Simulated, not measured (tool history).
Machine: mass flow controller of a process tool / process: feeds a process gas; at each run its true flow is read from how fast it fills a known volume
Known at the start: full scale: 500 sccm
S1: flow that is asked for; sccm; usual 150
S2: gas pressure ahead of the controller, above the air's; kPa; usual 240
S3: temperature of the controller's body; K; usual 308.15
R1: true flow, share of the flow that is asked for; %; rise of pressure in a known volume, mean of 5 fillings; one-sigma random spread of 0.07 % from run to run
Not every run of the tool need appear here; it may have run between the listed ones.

{"run": 1, "hour": 0.0, "S1": 150, "S2": 240, "S3": 308.15, "R1": 95.97}
{"run": 2, "hour": 40.5, "S1": 150, "S2": 145, "S3": 308.15, "R1": 95.71}
{"run": 3, "hour": 96.3, "S1": 150, "S2": 145, "S3": 308.15, "R1": 95.57}
{"run": 4, "hour": 146.8, "S1": 150, "S2": 240, "S3": 308.15, "R1": 95.9}
{"run": 5, "hour": 228.2, "S1": 150, "S2": 267, "S3": 308.15, "R1": 95.93}
{"run": 6, "hour": 319.4, "S1": 150, "S2": 267, "S3": 308.15, "R1": 95.88}
{"run": 7, "hour": 364.0, "S1": 150, "S2": 240, "S3": 308.15, "R1": 95.86}
{"run": 8, "hour": 454.0, "S1": 150, "S2": 240, "S3": 295.15, "R1": 96.31}
{"run": 9, "hour": 507.0, "S1": 150, "S2": 240, "S3": 308.15, "R1": 95.82}
{"run": 10, "hour": 564.6, "S1": 150, "S2": 240, "S3": 308.15, "R1": 95.79}
{"run": 11, "hour": 606.3, "S1": 150, "S2": 240, "S3": 308.15, "R1": 95.65}
{"hour": 614.3, "done": "controller's zero set anew"}
{"run": 12, "hour": 657.2, "S1": 150, "S2": 240, "S3": 308.15, "R1": 95.52}
{"run": 13, "hour": 717.4, "S1": 88, "S2": 151, "S3": 297.15, "R1": 94.09}
{"run": 14, "hour": 779.6, "S1": 77, "S2": 240, "S3": 305.15, "R1": 93.53}
{"run": 15, "hour": 872.1, "S1": 350, "S2": 240, "S3": 308.15, "R1": 97.69}
{"hour": 878.2, "done": "controller's zero set anew, once more"}
{"run": 16, "hour": 936.3, "S1": 173, "S2": 193, "S3": 305.15, "R1": 97.11}
{"run": 17, "hour": 995.4, "S1": 150, "S2": 164, "S3": 308.15, "R1": 96.56}
{"run": 18, "hour": 1059.0, "S1": 150, "S2": 164, "S3": 308.15, "R1": 96.69}
{"run": 19, "hour": 1150.2, "S1": 88, "S2": 240, "S3": 308.15, "R1": 96.32}
{"run": 20, "hour": 1200.4, "S1": 88, "S2": 240, "S3": 308.15, "R1": 96.24}
{"run": 21, "hour": 1277.9, "S1": 88, "S2": 258, "S3": 308.15, "R1": 96.38}

4 ways to go on from here, each from the tool as it stands after run 21. What would each give?
{"run": "A", "hour": 1335.3, "S1": 88, "S2": 258, "S3": 309.15, "R1": "?"}
{"run": "B", "hour": 1335.3, "S1": 79, "S2": 258, "S3": 308.15, "R1": "?"}
{"run": "C", "hour": 1335.3, "S1": 304, "S2": 168, "S3": 296.15, "R1": "?"}
{"run": "D", "hour": 1335.3, "S1": 150, "S2": 204, "S3": 308.15, "R1": "?"}

run=A R1=96.13
run=B R1=96.12
run=C R1=98.24
run=D R1=96.82
Had the tool no hidden state, the same runs would have come out as:
run=A R1=96.96
run=B R1=96.99
run=C R1=98.76
run=D R1=97.47
